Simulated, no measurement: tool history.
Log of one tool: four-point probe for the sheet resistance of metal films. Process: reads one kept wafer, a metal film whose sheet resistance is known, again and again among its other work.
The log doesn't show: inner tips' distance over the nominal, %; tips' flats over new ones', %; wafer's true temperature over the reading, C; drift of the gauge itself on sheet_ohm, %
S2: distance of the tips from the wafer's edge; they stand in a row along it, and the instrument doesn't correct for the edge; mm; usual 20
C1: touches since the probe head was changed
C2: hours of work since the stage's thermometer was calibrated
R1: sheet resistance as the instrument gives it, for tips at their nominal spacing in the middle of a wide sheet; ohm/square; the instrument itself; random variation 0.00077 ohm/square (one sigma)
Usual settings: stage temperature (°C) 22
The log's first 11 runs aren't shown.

run 12 hour=1122.2 | stage_temperature_(°C)=22 S2=20 | C1=63299 C2=1589 | R1=3.802635
run 13 hour=1202.2 | stage_temperature_(°C)=22 S2=20 | C1=66400 C2=1631 | R1=3.801118
run 14 hour=1272.5 | stage_temperature_(°C)=33 S2=20 | C1=69126 C2=1669 | R1=3.754410
-- hour=1345.7 new probe head fitted
run 15 hour=1402.2 | stage_temperature_(°C)=33 S2=20 | C1=2190 C2=1738 | R1=3.787535
run 16 hour=1493.3 | stage_temperature_(°C)=33 S2=20 | C1=5720 C2=1786 | R1=3.786211
run 17 hour=1591.7 | stage_temperature_(°C)=33 S2=20 | C1=9532 C2=1839 | R1=3.786049
run 18 hour=1692.7 | stage_temperature_(°C)=22 S2=20 | C1=13447 C2=1893 | R1=3.828821
run 19 hour=1802.2 | stage_temperature_(°C)=30 S2=5 | C1=17690 C2=1951 | R1=3.869222
run 20 hour=1869.7 | stage_temperature_(°C)=22 S2=5 | C1=20304 C2=1987 | R1=3.902664
run 21 hour=1974.5 | stage_temperature_(°C)=22 S2=5 | C1=24363 C2=2043 | R1=3.899143
run 22 hour=2059.7 | stage_temperature_(°C)=21 S2=67 | C1=27669 C2=2089 | R1=3.825013
run 23 hour=2167.4 | stage_temperature_(°C)=32 S2=36 | C1=31840 C2=2146 | R1=3.779393
run 24 hour=2226.0 | stage_temperature_(°C)=26 S2=8 | C1=34111 C2=2178 | R1=3.831868
run 25 hour=2352.9 | stage_temperature_(°C)=18 S2=4 | C1=39027 C2=2245 | R1=3.956998
run 26 hour=2409.3 | stage_temperature_(°C)=33 S2=18 | C1=41213 C2=2275 | R1=3.776261
run 27 hour=2506.0 | stage_temperature_(°C)=23 S2=8 | C1=44962 C2=2327 | R1=3.841048
-- hour=2566.6 stage's thermometer calibrated
run 28 hour=2586.0 | stage_temperature_(°C)=30 S2=4 | C1=48043 C2=10 | R1=3.909751
run 29 hour=2661.6 | stage_temperature_(°C)=30 S2=4 | C1=50969 C2=51 | R1=3.909525
run 30 hour=2758.0 | stage_temperature_(°C)=19 S2=4 | C1=54707 C2=102 | R1=3.954629

Run 31 comes next. What will it give?
run 31 hour=2880.4 | stage_temperature_(°C)=33 S2=13 | C1=59450 C2=168 | R1=?

Run 31 gave R1 3.783372 ohm/square.
Without the tool's hidden state the same run would have given R1 3.797252 ohm/square.

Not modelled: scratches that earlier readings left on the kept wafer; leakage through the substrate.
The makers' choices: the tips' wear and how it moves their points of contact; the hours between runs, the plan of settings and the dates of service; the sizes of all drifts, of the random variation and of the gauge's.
